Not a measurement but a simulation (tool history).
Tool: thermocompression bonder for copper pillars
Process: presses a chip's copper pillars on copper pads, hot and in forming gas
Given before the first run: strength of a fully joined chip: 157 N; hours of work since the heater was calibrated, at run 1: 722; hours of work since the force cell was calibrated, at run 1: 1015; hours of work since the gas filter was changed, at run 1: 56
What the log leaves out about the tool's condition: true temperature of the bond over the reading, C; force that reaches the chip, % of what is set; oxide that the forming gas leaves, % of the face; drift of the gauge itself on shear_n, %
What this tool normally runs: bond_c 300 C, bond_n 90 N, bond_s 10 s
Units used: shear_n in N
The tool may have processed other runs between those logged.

run     day  bond_c  bond_n  bond_s  hours of work since the heater was calibrated  hours of work since the force cell was calibrated  hours of work since the gas filter was changed  shear_n
  1   0.000     300      90      10                                            722                                               1015                                              56     68.5
      3.612  -- forming gas filter changed
  2   3.779     300      90      10                                            778                                               1071                                               2     68.0
  3   6.179     300      90      10                                            813                                               1106                                              38     68.7
  4   8.483     300      90      10                                            847                                               1141                                              72     68.5
     10.871  -- forming gas filter changed
  5  11.492     300      90      10                                            892                                               1185                                               9     68.9
  6  13.496     300      90      10                                            922                                               1215                                              39     69.0
  7  16.408     300      90      26                                            965                                               1258                                              82     94.8
     18.071  -- forming gas filter changed
  8  19.292     300      90      16                                           1008                                               1301                                              18     80.1
  9  22.350     300      90      16                                           1053                                               1346                                              64     81.4
 10  24.783     300      90      10                                           1089                                               1382                                             100     69.3
     25.275  -- forming gas filter changed
 11  27.292     300      90      10                                           1126                                               1419                                              30     69.1
 12  29.888     300      90      26                                           1165                                               1458                                              69     95.4
 13  31.779     271      76      28                                           1193                                               1486                                              97     62.1
     32.642  -- forming gas filter changed
 14  35.708     276     123      28                                           1251                                               1544                                              46     92.8
 15  37.812     320      90      17                                           1282                                               1575                                              77     99.4
     39.958  -- forming gas filter changed
 16  40.008     293      98       7                                           1315                                               1608                                               1     58.7
     40.429  -- force cell calibrated
 17  42.450     293      98       7                                           1350                                                 30                                              36     59.7
 18  45.038     281      91      14                                           1388                                                 69                                              75     63.1
     47.229  -- forming gas filter changed
 19  49.333     278      91       5                                           1452                                                132                                              31     39.8
 20  51.950     307      91       5                                           1491                                                171                                              70     58.8
     54.575  -- forming gas filter changed
 21  55.896     307      91      11                                           1549                                                229                                              20     76.8

Each row is a separate what-if for the run after 21, all from the same tool condition, not one after another. Results?
  A  59.108     301      76       6                                           1597                                                277                                              67        ?
  B  59.108     294     127      10                                           1597                                                277                                              67        ?
  C  59.108     323      64      21                                           1597                                                277                                              67        ?

run  shear_n
  A     49.6
  B     82.3
  C     89.3
Without the tool's hidden state the same runs would have given:
run  shear_n
  A     49.5
  B     82.3
  C     89.3
